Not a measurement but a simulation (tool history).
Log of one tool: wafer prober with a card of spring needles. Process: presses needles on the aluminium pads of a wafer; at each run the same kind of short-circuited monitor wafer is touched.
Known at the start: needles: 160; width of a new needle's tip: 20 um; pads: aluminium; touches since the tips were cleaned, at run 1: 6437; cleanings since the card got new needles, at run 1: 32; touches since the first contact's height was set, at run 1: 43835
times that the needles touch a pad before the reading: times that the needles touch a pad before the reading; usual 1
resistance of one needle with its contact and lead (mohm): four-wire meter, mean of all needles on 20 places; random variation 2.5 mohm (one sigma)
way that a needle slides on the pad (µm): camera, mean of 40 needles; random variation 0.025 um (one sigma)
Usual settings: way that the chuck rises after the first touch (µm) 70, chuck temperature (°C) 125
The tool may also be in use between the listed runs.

run,day,way that the chuck rises after the first touch (µm),chuck temperature (°C),times that the needles touch a pad before the reading,touches since the tips were cleaned,cleanings since the card got new needles,touches since the first contact's height was set,resistance of one needle with its contact and lead (mohm),way that a needle slides on the pad (µm)
1,0,70,125,1,6437,32,43835,619,14.57
# day 0.042: tips cleaned on abrasive film
2,0.275,70,125,2,3788,33,48193,450,14.55
# day 0.479: tips cleaned on abrasive film
3,0.504,70,125,2,409,34,51777,335,14.54
4,0.833,61,125,1,5702,34,57070,720,12.64
# day 0.921: tips cleaned on abrasive film
5,1.146,61,125,1,3557,35,61961,646,12.64
# day 1.375: tips cleaned on abrasive film
6,1.542,70,46,1,2660,36,68213,551,14.51
# day 1.817: tips cleaned on abrasive film
7,1.908,77,125,1,1422,37,74023,424,15.92
# day 2.271: tips cleaned on abrasive film
8,2.358,77,125,1,1378,38,81174,433,15.91
9,2.621,77,125,1,5563,38,85359,558,15.95
# day 2.7: tips cleaned on abrasive film
10,2.988,81,64,2,4594,39,91198,422,16.76
# day 3.154: tips cleaned on abrasive film
11,3.396,81,64,2,3858,40,97669,414,16.69
# day 3.6: tips cleaned on abrasive film
12,3.829,81,49,2,3619,41,104503,403,16.72
# day 4.05: tips cleaned on abrasive film
13,4.279,81,49,2,3676,42,111641,401,16.67
# day 4.492: tips cleaned on abrasive film
14,4.529,81,49,2,570,43,115582,296,16.72
15,4.721,81,49,1,3650,43,118662,503,16.7
# day 4.933: tips cleaned on abrasive film
16,5.054,71,63,1,1933,44,123909,513,14.61
# day 5.362: tips cleaned on abrasive film
17,5.362,71,63,1,0,45,128792,304,14.57

The next listed run, before its measurement:
18,5.771,71,63,1,6530,45,135322,?,?

{"run 18": {"resistance of one needle with its contact and lead (mohm)": 639, "way that a needle slides on the pad (µm)": 14.54}}
Without the tool's hidden state the same run would have given resistance of one needle with its contact and lead (mohm) 259, way that a needle slides on the pad (µm) 14.77.
